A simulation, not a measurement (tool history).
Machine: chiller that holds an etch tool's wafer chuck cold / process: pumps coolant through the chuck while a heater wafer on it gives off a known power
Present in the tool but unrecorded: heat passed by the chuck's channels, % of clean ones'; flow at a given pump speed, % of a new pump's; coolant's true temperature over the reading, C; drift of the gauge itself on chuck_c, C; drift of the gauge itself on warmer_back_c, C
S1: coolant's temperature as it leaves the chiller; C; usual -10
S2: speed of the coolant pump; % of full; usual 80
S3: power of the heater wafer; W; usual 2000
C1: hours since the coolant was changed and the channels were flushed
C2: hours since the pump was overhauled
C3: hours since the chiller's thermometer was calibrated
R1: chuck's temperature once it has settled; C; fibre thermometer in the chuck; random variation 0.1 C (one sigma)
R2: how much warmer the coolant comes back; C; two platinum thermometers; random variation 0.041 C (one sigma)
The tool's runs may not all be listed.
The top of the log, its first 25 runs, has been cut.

run,day,S1,S2,S3,C1,C2,C3,R1,R2
26,34.446,-7,95,2172,4043,1555,4336,14.9,8.43
27,35.325,-7,98,1016,4064,1576,4357,3.1,3.84
28,36.088,-7,98,1016,4082,1594,4376,3.3,3.78
29,37.092,-7,98,1016,4106,1619,4400,3.1,3.84
30,38.888,-10,65,1541,4149,1662,4443,11.5,9.16
31,39.758,-11,80,2765,4170,1682,4464,21,12.9
32,41.312,-11,80,2000,4207,1720,4501,12.3,9.41
33,43.142,-3,74,2262,4251,1764,4545,25.4,11.59

3 ways to go on from here, each from the tool as it stands after run 33. What would each give?
A,44.15,-5,93,2756,4276,1788,4569,?,?
B,44.15,-18,74,1878,4276,1788,4569,?,?
C,44.15,-14,80,2910,4276,1788,4569,?,?

run,R1,R2
A,23.3,10.99
B,5.6,9.64
C,20,13.79
Without the tool's hidden state the same runs would have given:
run,R1,R2
A,21.1,10.66
B,3.7,9.35
C,17.4,13.38
